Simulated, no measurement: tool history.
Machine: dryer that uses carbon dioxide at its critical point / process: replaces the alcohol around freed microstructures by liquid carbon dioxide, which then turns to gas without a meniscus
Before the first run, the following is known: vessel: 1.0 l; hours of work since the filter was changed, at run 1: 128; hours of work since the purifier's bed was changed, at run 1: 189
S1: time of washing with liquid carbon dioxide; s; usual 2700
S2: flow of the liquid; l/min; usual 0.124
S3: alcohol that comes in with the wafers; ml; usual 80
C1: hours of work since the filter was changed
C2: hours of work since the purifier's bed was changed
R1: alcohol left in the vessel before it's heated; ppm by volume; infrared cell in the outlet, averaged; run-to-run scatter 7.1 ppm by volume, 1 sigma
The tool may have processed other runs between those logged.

run,day,S1,S2,S3,C1,C2,R1
1,0.000,2700,0.124,80,128,189,494
2,0.633,2700,0.124,24,135,196,164
3,1.362,2700,0.124,24,143,204,166
4,2.071,2700,0.124,24,150,211,175
5,2.375,2700,0.124,24,154,215,174
6,2.767,2700,0.124,24,158,219,179
7,3.475,2700,0.124,116,166,227,759
8,4.079,2700,0.124,116,172,233,774
9,4.421,2700,0.124,116,176,237,798
10,5.092,2700,0.124,116,183,244,786
11,5.521,2700,0.124,116,188,249,794
12,5.892,2700,0.124,80,192,253,561
13,6.446,2700,0.109,80,198,259,1069
14,6.858,2700,0.109,80,202,263,1118
15,7.167,2700,0.109,80,206,267,1104
16,7.712,2820,0.104,80,212,273,1122
17,8.092,2820,0.104,80,216,277,1157
18,8.421,2820,0.104,80,219,280,1153
19,9.167,2460,0.140,85,228,288,542
20,9.533,2040,0.140,27,232,292,419
21,10.042,3900,0.136,47,237,298,59
22,10.800,2220,0.137,46,245,306,567
23,11.496,1620,0.124,97,253,314,5206
24,11.883,1620,0.158,97,257,318,2250
25,12.504,2040,0.075,106,264,325,12779
26,13.096,2040,0.075,106,270,331,12567
27,13.471,2520,0.154,47,274,335,206
28,14.138,2520,0.154,47,282,342,199
29,14.762,3300,0.130,28,288,349,107

Alternative continuations, all from the tool just after run 29; predict every row:
A,15.167,3540,0.124,37,293,354,?
B,15.167,2700,0.176,23,293,354,?
C,15.167,2040,0.083,28,293,354,?
D,15.167,2700,0.107,80,293,354,?

run,R1
A,117
B,72
C,2786
D,1371
With the hidden condition removed and each run's random variation left untouched, the same runs would have given:
run,R1
A,28
B,13
C,1934
D,723

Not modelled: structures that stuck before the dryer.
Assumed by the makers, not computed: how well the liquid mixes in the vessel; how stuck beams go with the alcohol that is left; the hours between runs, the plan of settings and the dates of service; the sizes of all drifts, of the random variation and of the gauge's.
